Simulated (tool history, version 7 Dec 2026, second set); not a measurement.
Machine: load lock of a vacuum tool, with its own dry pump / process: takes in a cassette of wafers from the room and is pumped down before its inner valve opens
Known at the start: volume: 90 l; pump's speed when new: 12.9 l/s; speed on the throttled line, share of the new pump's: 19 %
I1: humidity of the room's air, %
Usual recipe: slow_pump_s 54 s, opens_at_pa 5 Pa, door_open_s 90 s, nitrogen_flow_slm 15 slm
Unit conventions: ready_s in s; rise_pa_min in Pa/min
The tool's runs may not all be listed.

{"run": 1, "day": 0.0, "slow_pump_s": 54, "opens_at_pa": 5, "door_open_s": 90, "nitrogen_flow_slm": 15, "I1": 45.6, "ready_s": 124.4, "rise_pa_min": 0.034}
{"run": 2, "day": 4.512, "slow_pump_s": 54, "opens_at_pa": 5, "door_open_s": 90, "nitrogen_flow_slm": 34, "I1": 43.8, "ready_s": 122.7, "rise_pa_min": 0.027}
{"run": 3, "day": 7.2, "slow_pump_s": 54, "opens_at_pa": 5, "door_open_s": 90, "nitrogen_flow_slm": 15, "I1": 45.6, "ready_s": 124.1, "rise_pa_min": 0.043}
{"run": 4, "day": 11.529, "slow_pump_s": 54, "opens_at_pa": 5, "door_open_s": 90, "nitrogen_flow_slm": 15, "I1": 48.0, "ready_s": 124.4, "rise_pa_min": 0.04}
{"run": 5, "day": 13.771, "slow_pump_s": 54, "opens_at_pa": 5, "door_open_s": 90, "nitrogen_flow_slm": 15, "I1": 41.9, "ready_s": 123.8, "rise_pa_min": 0.04}
{"run": 6, "day": 16.038, "slow_pump_s": 54, "opens_at_pa": 5, "door_open_s": 90, "nitrogen_flow_slm": 15, "I1": 45.5, "ready_s": 125.0, "rise_pa_min": 0.038}
{"run": 7, "day": 20.467, "slow_pump_s": 54, "opens_at_pa": 5, "door_open_s": 90, "nitrogen_flow_slm": 15, "I1": 47.3, "ready_s": 123.5, "rise_pa_min": 0.037}
{"day": 21.388, "done": "dry pump taken out, an overhauled one fitted"}
{"run": 8, "day": 23.271, "slow_pump_s": 54, "opens_at_pa": 5, "door_open_s": 63, "nitrogen_flow_slm": 15, "I1": 41.2, "ready_s": 114.1, "rise_pa_min": 0.034}
{"run": 9, "day": 26.392, "slow_pump_s": 54, "opens_at_pa": 5, "door_open_s": 90, "nitrogen_flow_slm": 15, "I1": 45.2, "ready_s": 113.7, "rise_pa_min": 0.035}
{"run": 10, "day": 29.454, "slow_pump_s": 31, "opens_at_pa": 5, "door_open_s": 90, "nitrogen_flow_slm": 15, "I1": 45.1, "ready_s": 94.7, "rise_pa_min": 0.034}
{"run": 11, "day": 33.225, "slow_pump_s": 31, "opens_at_pa": 5, "door_open_s": 90, "nitrogen_flow_slm": 15, "I1": 47.6, "ready_s": 94.6, "rise_pa_min": 0.035}

Expected results for the next run?
{"run": 12, "day": 38.483, "slow_pump_s": 31, "opens_at_pa": 5, "door_open_s": 90, "nitrogen_flow_slm": 9, "I1": 47.0, "ready_s": "?", "rise_pa_min": "?"}

ready_s: 95.7 s
rise_pa_min: 0.042 Pa/min
Take away the tool's hidden state, keep the run-to-run variation as it was, and the same run would have given ready_s 95.0 s, rise_pa_min 0.035 Pa/min.

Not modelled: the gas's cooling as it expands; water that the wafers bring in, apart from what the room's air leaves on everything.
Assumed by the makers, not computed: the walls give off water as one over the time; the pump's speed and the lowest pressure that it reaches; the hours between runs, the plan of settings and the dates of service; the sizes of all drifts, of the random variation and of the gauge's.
